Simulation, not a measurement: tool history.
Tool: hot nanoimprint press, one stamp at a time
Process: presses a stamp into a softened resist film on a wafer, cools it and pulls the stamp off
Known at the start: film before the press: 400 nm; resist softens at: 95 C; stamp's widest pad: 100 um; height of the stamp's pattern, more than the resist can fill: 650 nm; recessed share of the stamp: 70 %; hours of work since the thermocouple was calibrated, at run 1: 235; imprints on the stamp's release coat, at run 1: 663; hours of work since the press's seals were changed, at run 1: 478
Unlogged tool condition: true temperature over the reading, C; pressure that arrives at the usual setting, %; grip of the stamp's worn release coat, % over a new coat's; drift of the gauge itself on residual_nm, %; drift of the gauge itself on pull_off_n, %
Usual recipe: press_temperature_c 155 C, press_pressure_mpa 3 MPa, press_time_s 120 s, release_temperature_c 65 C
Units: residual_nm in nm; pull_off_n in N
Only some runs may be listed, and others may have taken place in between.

run   hour  press_temperature_c  press_pressure_mpa  press_time_s  release_temperature_c  hours of work since the thermocouple was calibrated  imprints on the stamp's release coat  hours of work since the press's seals were changed  residual_nm  pull_off_n
  1      0                  155                   3           120                     65                                                  235                                   663                                                 478        160.5         215
  2   42.4                  155                   3           120                     65                                                  253                                   734                                                 496        162.1         216
  3   79.1                  155                   3           120                     65                                                  269                                   795                                                 512          161         215
     112.3  -- stamp cleaned and given a new release coat
  4  128.2                  155                3.92           120                     65                                                  288                                    27                                                 531        138.9         159
  5  177.4                  155                3.92           120                     65                                                  309                                   109                                                 552        140.4         177
  6  233.2                  155                2.56           120                     65                                                  334                                   202                                                 577        177.3         185
  7  261.4                  155                   3           120                     65                                                  346                                   249                                                 589        163.6         186
     272.2  -- press's hydraulic seals changed and the load cell set to zero
  8  312.3                  155                   3           211                     65                                                  365                                   320                                                  17        132.2         190
  9  363.8                  155                   3           120                     65                                                  387                                   406                                                  40          161         200
 10  408.3                  155                   3           120                     65                                                  407                                   481                                                  59        162.2         196
     431.4  -- plate thermocouple calibrated
 11    437                  155                   3           120                     65                                                    2                                   523                                                  70        157.8         200
 12  475.4                  155                   3           120                     65                                                   19                                   588                                                  87        157.4         198
 13  500.7                  155                   3           120                     65                                                   30                                   630                                                  98        157.3         207
 14  547.3                  155                   3           120                     65                                                   50                                   707                                                 118        157.7         203
 15  586.9                  155                   3           120                     65                                                   68                                   774                                                 136        157.9         211
     632.1  -- stamp cleaned and given a new release coat
 16  647.4                  156                   3           120                     67                                                   91                                    25                                                 160          153         167
 17  705.5                  156                   3           120                     67                                                  117                                   122                                                 185        153.9         158
 18  744.2                  161                3.06           120                     65                                                  134                                   187                                                 202        127.5         180

Forecast run 19:
 19  781.9                  159                2.79           115                     59                                                  150                                   250                                                 218            ?           ?

residual_nm: 146.3 nm
pull_off_n: 215 N
The same run, on a tool lacking any hidden state, would have yielded residual_nm 143.1 nm, pull_off_n 197 N.
